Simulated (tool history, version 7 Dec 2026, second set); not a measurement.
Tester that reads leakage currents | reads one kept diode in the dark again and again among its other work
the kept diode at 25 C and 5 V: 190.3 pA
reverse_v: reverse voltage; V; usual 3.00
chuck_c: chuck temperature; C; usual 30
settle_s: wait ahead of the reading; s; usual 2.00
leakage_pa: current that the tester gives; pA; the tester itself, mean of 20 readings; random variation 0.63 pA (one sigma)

run	hour	reverse_v	chuck_c	settle_s	leakage_pa
1	0.0	3.00	30	2.00	217.02
# hour 10.2: probe card cleaned and baked
2	134.2	10.54	30	2.00	416.17
3	294.9	10.54	30	2.00	417.42
4	446.1	3.00	30	2.00	208.60
5	572.7	6.89	30	2.00	329.26
6	709.5	3.00	30	2.00	207.06
7	841.2	3.00	30	2.00	206.84
8	940.4	3.00	30	2.00	207.95
9	1008.5	3.00	42	2.00	476.15
10	1126.2	3.00	42	2.00	475.99
11	1249.4	3.00	42	2.00	474.96
12	1405.8	3.00	42	2.00	473.57
13	1540.3	3.00	30	2.00	206.12
14	1645.0	3.00	30	2.00	205.96
15	1762.7	3.00	30	2.00	206.36
16	1924.6	3.00	30	2.00	204.57
17	2001.5	3.00	30	2.00	205.72
18	2139.1	3.00	30	2.00	204.16
19	2291.8	3.00	30	2.00	204.18
20	2452.8	3.00	30	2.00	204.34
21	2553.0	3.00	30	2.00	204.87
22	2707.6	3.00	30	2.00	203.10
23	2805.1	3.00	30	2.00	203.44
24	2910.8	3.00	30	2.00	203.65
25	3040.2	3.00	30	0.31	204.34
26	3165.0	6.09	35	2.00	426.85
27	3303.5	6.09	35	2.00	426.16
28	3424.0	3.21	53	3.39	966.03
29	3509.2	1.62	30	0.56	143.53
# hour 3554.3: probe card cleaned and baked
30	3677.2	7.44	20	1.72	150.82
31	3810.4	3.00	31	1.97	207.61
32	3947.0	3.00	31	1.97	206.91
33	4014.7	3.00	31	1.97	206.81
34	4181.2	6.71	35	1.97	427.75
35	4259.8	6.71	35	1.97	429.09
36	4374.4	4.55	39	1.97	452.99
37	4442.9	3.29	28	2.80	175.16
38	4593.8	9.62	28	2.80	315.03
39	4669.5	9.62	28	2.80	314.25
40	4770.2	2.16	46	2.80	480.51

Forecast run 41:
41	4922.1	9.62	39	2.00	?

{"run 41": {"leakage_pa": 680.5}}
Without the tool's hidden state the same run would have given leakage_pa 742.74 pA.

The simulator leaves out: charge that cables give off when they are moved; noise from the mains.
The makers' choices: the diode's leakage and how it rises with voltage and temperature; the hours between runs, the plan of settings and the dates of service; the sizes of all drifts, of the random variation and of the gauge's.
